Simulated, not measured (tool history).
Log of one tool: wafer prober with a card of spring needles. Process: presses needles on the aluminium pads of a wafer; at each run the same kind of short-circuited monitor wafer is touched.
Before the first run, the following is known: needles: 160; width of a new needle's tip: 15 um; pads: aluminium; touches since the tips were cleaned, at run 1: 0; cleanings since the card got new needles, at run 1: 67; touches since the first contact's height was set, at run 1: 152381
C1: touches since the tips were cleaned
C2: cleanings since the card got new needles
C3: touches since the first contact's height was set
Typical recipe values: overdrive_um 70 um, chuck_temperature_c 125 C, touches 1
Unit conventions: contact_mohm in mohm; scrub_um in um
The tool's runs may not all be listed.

run 1 hour=0.0 | overdrive_um=70 chuck_temperature_c=125 touches=1 | C1=0 C2=67 C3=152381 | contact_mohm=287 scrub_um=16.69
-- hour=6.3 tips cleaned on abrasive film
-- hour=7.4 height of the first contact set anew
run 2 hour=9.8 | overdrive_um=70 chuck_temperature_c=125 touches=1 | C1=1137 C2=68 C3=867 | contact_mohm=302 scrub_um=18.97
-- hour=12.5 tips cleaned on abrasive film
-- hour=18.5 tips cleaned on abrasive film
run 3 hour=18.5 | overdrive_um=71 chuck_temperature_c=125 touches=1 | C1=0 C2=70 C3=3913 | contact_mohm=282 scrub_um=19.25
-- hour=24.8 tips cleaned on abrasive film
run 4 hour=27.2 | overdrive_um=71 chuck_temperature_c=125 touches=1 | C1=838 C2=71 C3=6995 | contact_mohm=297 scrub_um=19.06
-- hour=31.4 tips cleaned on abrasive film
run 5 hour=36.6 | overdrive_um=71 chuck_temperature_c=125 touches=1 | C1=1848 C2=72 C3=10332 | contact_mohm=317 scrub_um=18.78
-- hour=37.6 tips cleaned on abrasive film
-- hour=43.6 tips cleaned on abrasive film
run 6 hour=47.1 | overdrive_um=70 chuck_temperature_c=125 touches=2 | C1=1256 C2=74 C3=14043 | contact_mohm=294 scrub_um=18.73
-- hour=49.8 tips cleaned on abrasive film
-- hour=56.2 tips cleaned on abrasive film
run 7 hour=56.6 | overdrive_um=70 chuck_temperature_c=125 touches=2 | C1=127 C2=76 C3=17362 | contact_mohm=285 scrub_um=18.61
-- hour=62.6 tips cleaned on abrasive film
run 8 hour=66.4 | overdrive_um=82 chuck_temperature_c=125 touches=1 | C1=1378 C2=77 C3=20861 | contact_mohm=298 scrub_um=21.59
-- hour=68.7 tips cleaned on abrasive film
run 9 hour=74.0 | overdrive_um=70 chuck_temperature_c=125 touches=1 | C1=1888 C2=78 C3=23538 | contact_mohm=324 scrub_um=18.37
-- hour=75.2 tips cleaned on abrasive film
-- hour=81.1 tips cleaned on abrasive film
run 10 hour=82.7 | overdrive_um=54 chuck_temperature_c=125 touches=1 | C1=579 C2=80 C3=26594 | contact_mohm=311 scrub_um=14.28
-- hour=87.4 tips cleaned on abrasive film
-- hour=93.5 tips cleaned on abrasive film
run 11 hour=93.5 | overdrive_um=73 chuck_temperature_c=125 touches=1 | C1=0 C2=82 C3=30408 | contact_mohm=287 scrub_um=19.05
-- hour=99.4 tips cleaned on abrasive film
run 12 hour=104.3 | overdrive_um=70 chuck_temperature_c=26 touches=1 | C1=1767 C2=83 C3=34257 | contact_mohm=294 scrub_um=18.28
-- hour=106.1 tips cleaned on abrasive film
run 13 hour=110.3 | overdrive_um=70 chuck_temperature_c=26 touches=1 | C1=1505 C2=84 C3=36375 | contact_mohm=296 scrub_um=18.57
-- hour=112.0 tips cleaned on abrasive film
-- hour=118.7 tips cleaned on abrasive film
run 14 hour=119.1 | overdrive_um=70 chuck_temperature_c=88 touches=1 | C1=168 C2=86 C3=39453 | contact_mohm=278 scrub_um=18.37
-- hour=124.7 tips cleaned on abrasive film
run 15 hour=129.5 | overdrive_um=70 chuck_temperature_c=88 touches=1 | C1=1717 C2=87 C3=43149 | contact_mohm=313 scrub_um=18.47
-- hour=131.0 tips cleaned on abrasive film
-- hour=137.1 tips cleaned on abrasive film
run 16 hour=137.9 | overdrive_um=70 chuck_temperature_c=88 touches=1 | C1=304 C2=89 C3=46102 | contact_mohm=283 scrub_um=18.13
-- hour=143.2 tips cleaned on abrasive film
-- hour=149.1 tips cleaned on abrasive film
run 17 hour=149.3 | overdrive_um=80 chuck_temperature_c=36 touches=3 | C1=43 C2=91 C3=50089 | contact_mohm=254 scrub_um=20.58
-- hour=155.0 tips cleaned on abrasive film
run 18 hour=156.9 | overdrive_um=51 chuck_temperature_c=50 touches=1 | C1=673 C2=92 C3=52800 | contact_mohm=299 scrub_um=13.17
-- hour=161.8 tips cleaned on abrasive film
run 19 hour=163.0 | overdrive_um=72 chuck_temperature_c=125 touches=1 | C1=412 C2=93 C3=54931 | contact_mohm=296 scrub_um=18.73
-- hour=168.3 tips cleaned on abrasive film
run 20 hour=172.1 | overdrive_um=82 chuck_temperature_c=125 touches=1 | C1=1384 C2=94 C3=58185 | contact_mohm=300 scrub_um=21.20
-- hour=174.8 tips cleaned on abrasive film
-- hour=180.9 tips cleaned on abrasive film
run 21 hour=184.1 | overdrive_um=70 chuck_temperature_c=44 touches=3 | C1=1140 C2=96 C3=62416 | contact_mohm=265 scrub_um=18.15
-- hour=186.8 tips cleaned on abrasive film
-- hour=193.0 tips cleaned on abrasive film
run 22 hour=193.0 | overdrive_um=70 chuck_temperature_c=44 touches=3 | C1=0 C2=98 C3=65528 | contact_mohm=261 scrub_um=18.11
run 23 hour=198.1 | overdrive_um=53 chuck_temperature_c=26 touches=1 | C1=1854 C2=98 C3=67382 | contact_mohm=337 scrub_um=13.50
-- hour=199.0 tips cleaned on abrasive film
-- hour=204.9 tips cleaned on abrasive film
run 24 hour=206.2 | overdrive_um=70 chuck_temperature_c=65 touches=1 | C1=463 C2=100 C3=70204 | contact_mohm=279 scrub_um=17.92
-- hour=211.7 tips cleaned on abrasive film
run 25 hour=212.7 | overdrive_um=70 chuck_temperature_c=65 touches=1 | C1=355 C2=101 C3=72509 | contact_mohm=274 scrub_um=17.86
-- hour=218.0 tips cleaned on abrasive film
run 26 hour=218.0 | overdrive_um=77 chuck_temperature_c=30 touches=1 | C1=0 C2=102 C3=74373 | contact_mohm=258 scrub_um=19.74
-- hour=224.2 tips cleaned on abrasive film
run 27 hour=226.7 | overdrive_um=77 chuck_temperature_c=30 touches=1 | C1=899 C2=103 C3=77433 | contact_mohm=280 scrub_um=19.57
-- hour=230.5 tips cleaned on abrasive film
-- hour=236.7 tips cleaned on abrasive film
run 28 hour=238.3 | overdrive_um=50 chuck_temperature_c=30 touches=1 | C1=559 C2=105 C3=81539 | contact_mohm=308 scrub_um=12.23
-- hour=242.9 tips cleaned on abrasive film
run 29 hour=248.6 | overdrive_um=70 chuck_temperature_c=91 touches=1 | C1=2041 C2=106 C3=85203 | contact_mohm=321 scrub_um=17.56
-- hour=249.4 tips cleaned on abrasive film
run 30 hour=254.7 | overdrive_um=70 chuck_temperature_c=50 touches=2 | C1=1915 C2=107 C3=87353 | contact_mohm=294 scrub_um=17.77
-- hour=255.6 tips cleaned on abrasive film
-- hour=261.9 tips cleaned on abrasive film
run 31 hour=262.6 | overdrive_um=70 chuck_temperature_c=30 touches=2 | C1=254 C2=109 C3=90124 | contact_mohm=259 scrub_um=17.67

Branching from run 31: 5 alternative next runs. What would each branch give?
-- hour=268.4 tips cleaned on abrasive film
run A hour=270.0 | overdrive_um=59 chuck_temperature_c=125 touches=1 | C1=582 C2=110 C3=92743 | contact_mohm=? scrub_um=?
-- hour=268.4 tips cleaned on abrasive film
run B hour=270.0 | overdrive_um=71 chuck_temperature_c=77 touches=2 | C1=582 C2=110 C3=92743 | contact_mohm=? scrub_um=?
-- hour=268.4 tips cleaned on abrasive film
run C hour=270.0 | overdrive_um=78 chuck_temperature_c=112 touches=2 | C1=582 C2=110 C3=92743 | contact_mohm=? scrub_um=?
-- hour=268.4 tips cleaned on abrasive film
run D hour=270.0 | overdrive_um=51 chuck_temperature_c=29 touches=1 | C1=582 C2=110 C3=92743 | contact_mohm=? scrub_um=?
-- hour=268.4 tips cleaned on abrasive film
run E hour=270.0 | overdrive_um=87 chuck_temperature_c=71 touches=3 | C1=582 C2=110 C3=92743 | contact_mohm=? scrub_um=?

run=A contact_mohm=305 scrub_um=14.75
run=B contact_mohm=279 scrub_um=17.95
run=C contact_mohm=289 scrub_um=19.88
run=D contact_mohm=296 scrub_um=12.39
run=E contact_mohm=271 scrub_um=22.02
With no hidden state in the tool, these same runs would have given:
run=A contact_mohm=276 scrub_um=16.03
run=B contact_mohm=264 scrub_um=19.22
run=C contact_mohm=277 scrub_um=21.15
run=D contact_mohm=252 scrub_um=13.66
run=E contact_mohm=264 scrub_um=23.28
